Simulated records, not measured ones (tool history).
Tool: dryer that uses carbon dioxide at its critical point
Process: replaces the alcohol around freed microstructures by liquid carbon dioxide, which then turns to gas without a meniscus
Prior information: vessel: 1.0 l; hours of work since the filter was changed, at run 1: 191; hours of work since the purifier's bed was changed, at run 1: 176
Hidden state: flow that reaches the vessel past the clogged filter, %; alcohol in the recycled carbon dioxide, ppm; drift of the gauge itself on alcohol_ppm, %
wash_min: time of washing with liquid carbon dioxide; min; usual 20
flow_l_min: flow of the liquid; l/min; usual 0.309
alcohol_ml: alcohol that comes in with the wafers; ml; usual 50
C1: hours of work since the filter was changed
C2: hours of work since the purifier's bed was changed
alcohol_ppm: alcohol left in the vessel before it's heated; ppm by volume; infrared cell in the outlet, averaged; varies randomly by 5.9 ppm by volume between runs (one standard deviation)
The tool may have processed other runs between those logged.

{"run": 1, "hour": 0.0, "wash_min": 20, "flow_l_min": 0.309, "alcohol_ml": 50, "C1": 191, "C2": 176, "alcohol_ppm": 332}
{"run": 2, "hour": 4.6, "wash_min": 20, "flow_l_min": 0.309, "alcohol_ml": 50, "C1": 193, "C2": 178, "alcohol_ppm": 331}
{"run": 3, "hour": 11.7, "wash_min": 20, "flow_l_min": 0.309, "alcohol_ml": 50, "C1": 197, "C2": 181, "alcohol_ppm": 336}
{"run": 4, "hour": 20.1, "wash_min": 20, "flow_l_min": 0.309, "alcohol_ml": 50, "C1": 200, "C2": 185, "alcohol_ppm": 340}
{"run": 5, "hour": 30.6, "wash_min": 20, "flow_l_min": 0.309, "alcohol_ml": 50, "C1": 205, "C2": 190, "alcohol_ppm": 336}
{"run": 6, "hour": 37.5, "wash_min": 20, "flow_l_min": 0.309, "alcohol_ml": 50, "C1": 209, "C2": 193, "alcohol_ppm": 344}
{"run": 7, "hour": 41.9, "wash_min": 20, "flow_l_min": 0.309, "alcohol_ml": 50, "C1": 211, "C2": 195, "alcohol_ppm": 333}
{"run": 8, "hour": 47.9, "wash_min": 20, "flow_l_min": 0.309, "alcohol_ml": 50, "C1": 213, "C2": 198, "alcohol_ppm": 358}
{"run": 9, "hour": 58.0, "wash_min": 20, "flow_l_min": 0.309, "alcohol_ml": 50, "C1": 218, "C2": 203, "alcohol_ppm": 355}
{"run": 10, "hour": 67.7, "wash_min": 20, "flow_l_min": 0.309, "alcohol_ml": 50, "C1": 223, "C2": 207, "alcohol_ppm": 354}
{"run": 11, "hour": 74.8, "wash_min": 20, "flow_l_min": 0.309, "alcohol_ml": 50, "C1": 226, "C2": 211, "alcohol_ppm": 346}
{"run": 12, "hour": 82.2, "wash_min": 20, "flow_l_min": 0.309, "alcohol_ml": 50, "C1": 229, "C2": 214, "alcohol_ppm": 372}
{"run": 13, "hour": 88.0, "wash_min": 20, "flow_l_min": 0.309, "alcohol_ml": 50, "C1": 232, "C2": 217, "alcohol_ppm": 378}
{"run": 14, "hour": 98.4, "wash_min": 20, "flow_l_min": 0.309, "alcohol_ml": 50, "C1": 237, "C2": 222, "alcohol_ppm": 361}
{"run": 15, "hour": 108.0, "wash_min": 20, "flow_l_min": 0.309, "alcohol_ml": 50, "C1": 241, "C2": 226, "alcohol_ppm": 365}
{"run": 16, "hour": 115.9, "wash_min": 20, "flow_l_min": 0.309, "alcohol_ml": 50, "C1": 245, "C2": 230, "alcohol_ppm": 370}
{"run": 17, "hour": 124.3, "wash_min": 20, "flow_l_min": 0.309, "alcohol_ml": 32, "C1": 249, "C2": 234, "alcohol_ppm": 256}
{"run": 18, "hour": 129.9, "wash_min": 20, "flow_l_min": 0.309, "alcohol_ml": 32, "C1": 252, "C2": 236, "alcohol_ppm": 256}
{"run": 19, "hour": 137.9, "wash_min": 20, "flow_l_min": 0.309, "alcohol_ml": 32, "C1": 255, "C2": 240, "alcohol_ppm": 244}
{"run": 20, "hour": 147.4, "wash_min": 20, "flow_l_min": 0.309, "alcohol_ml": 50, "C1": 260, "C2": 245, "alcohol_ppm": 386}
{"run": 21, "hour": 152.0, "wash_min": 20, "flow_l_min": 0.309, "alcohol_ml": 50, "C1": 262, "C2": 247, "alcohol_ppm": 399}
{"run": 22, "hour": 157.3, "wash_min": 20, "flow_l_min": 0.309, "alcohol_ml": 46, "C1": 264, "C2": 249, "alcohol_ppm": 365}
{"run": 23, "hour": 166.0, "wash_min": 20, "flow_l_min": 0.414, "alcohol_ml": 50, "C1": 269, "C2": 253, "alcohol_ppm": 87}
{"run": 24, "hour": 174.2, "wash_min": 26, "flow_l_min": 0.246, "alcohol_ml": 114, "C1": 272, "C2": 257, "alcohol_ppm": 767}
{"run": 25, "hour": 180.9, "wash_min": 20, "flow_l_min": 0.37, "alcohol_ml": 113, "C1": 276, "C2": 260, "alcohol_ppm": 341}
{"run": 26, "hour": 187.5, "wash_min": 15, "flow_l_min": 0.309, "alcohol_ml": 60, "C1": 279, "C2": 263, "alcohol_ppm": 1554}
{"run": 27, "hour": 193.1, "wash_min": 20, "flow_l_min": 0.309, "alcohol_ml": 37, "C1": 281, "C2": 266, "alcohol_ppm": 317}
{"run": 28, "hour": 201.9, "wash_min": 32, "flow_l_min": 0.245, "alcohol_ml": 80, "C1": 285, "C2": 270, "alcohol_ppm": 211}
{"hour": 203.8, "done": "inlet filter changed"}
{"run": 29, "hour": 208.9, "wash_min": 18, "flow_l_min": 0.25, "alcohol_ml": 50, "C1": 2, "C2": 273, "alcohol_ppm": 958}
{"run": 30, "hour": 218.9, "wash_min": 15, "flow_l_min": 0.25, "alcohol_ml": 50, "C1": 7, "C2": 278, "alcohol_ppm": 1857}
{"run": 31, "hour": 225.2, "wash_min": 20, "flow_l_min": 0.522, "alcohol_ml": 116, "C1": 10, "C2": 280, "alcohol_ppm": 38}
{"run": 32, "hour": 232.9, "wash_min": 16, "flow_l_min": 0.449, "alcohol_ml": 21, "C1": 14, "C2": 284, "alcohol_ppm": 56}
{"run": 33, "hour": 239.9, "wash_min": 13, "flow_l_min": 0.309, "alcohol_ml": 42, "C1": 17, "C2": 287, "alcohol_ppm": 1210}
{"run": 34, "hour": 247.6, "wash_min": 26, "flow_l_min": 0.206, "alcohol_ml": 20, "C1": 20, "C2": 291, "alcohol_ppm": 212}
{"run": 35, "hour": 253.4, "wash_min": 20, "flow_l_min": 0.226, "alcohol_ml": 20, "C1": 23, "C2": 294, "alcohol_ppm": 423}
{"run": 36, "hour": 263.7, "wash_min": 22, "flow_l_min": 0.421, "alcohol_ml": 109, "C1": 28, "C2": 298, "alcohol_ppm": 51}
{"run": 37, "hour": 269.7, "wash_min": 22, "flow_l_min": 0.421, "alcohol_ml": 109, "C1": 31, "C2": 301, "alcohol_ppm": 52}
{"run": 38, "hour": 277.0, "wash_min": 30, "flow_l_min": 0.374, "alcohol_ml": 39, "C1": 34, "C2": 305, "alcohol_ppm": 31}
{"run": 39, "hour": 284.7, "wash_min": 29, "flow_l_min": 0.244, "alcohol_ml": 35, "C1": 38, "C2": 308, "alcohol_ppm": 105}
{"run": 40, "hour": 293.5, "wash_min": 12, "flow_l_min": 0.329, "alcohol_ml": 31, "C1": 42, "C2": 312, "alcohol_ppm": 977}
{"run": 41, "hour": 300.2, "wash_min": 20, "flow_l_min": 0.513, "alcohol_ml": 50, "C1": 45, "C2": 315, "alcohol_ppm": 34}
{"run": 42, "hour": 304.7, "wash_min": 16, "flow_l_min": 0.513, "alcohol_ml": 32, "C1": 47, "C2": 318, "alcohol_ppm": 56}
{"run": 43, "hour": 311.6, "wash_min": 15, "flow_l_min": 0.432, "alcohol_ml": 39, "C1": 50, "C2": 321, "alcohol_ppm": 153}
{"run": 44, "hour": 319.8, "wash_min": 25, "flow_l_min": 0.469, "alcohol_ml": 21, "C1": 54, "C2": 325, "alcohol_ppm": 35}
{"run": 45, "hour": 329.2, "wash_min": 22, "flow_l_min": 0.309, "alcohol_ml": 120, "C1": 59, "C2": 329, "alcohol_ppm": 350}
{"run": 46, "hour": 338.6, "wash_min": 13, "flow_l_min": 0.22, "alcohol_ml": 102, "C1": 63, "C2": 333, "alcohol_ppm": 9103}

For some of the steps in alcohol_ppm from one run to the next: how much would appear even if the tool had no hidden state, given the settings, what came in and random variation, and how much remains for the hidden state plus any gauge scatter that the measured result and the result without hidden state don't share?
Run 25 -> 26: wash_min 20 -> 15, flow_l_min 0.370 -> 0.309, alcohol_ml 113 -> 60. alcohol_ppm +1213 ppm by volume: hidden state +423, all else +790.
Run 26 -> 27: wash_min 15 -> 20, alcohol_ml 60 -> 37. alcohol_ppm -1237 ppm by volume: hidden state -455, all else -782.
Run 30 -> 31: wash_min 15 -> 20, flow_l_min 0.250 -> 0.522, alcohol_ml 50 -> 116. alcohol_ppm -1819 ppm by volume: hidden state -37, all else -1782.
Run 45 -> 46: wash_min 22 -> 13, flow_l_min 0.309 -> 0.220, alcohol_ml 120 -> 102. alcohol_ppm +8753 ppm by volume: hidden state +614, all else +8139.
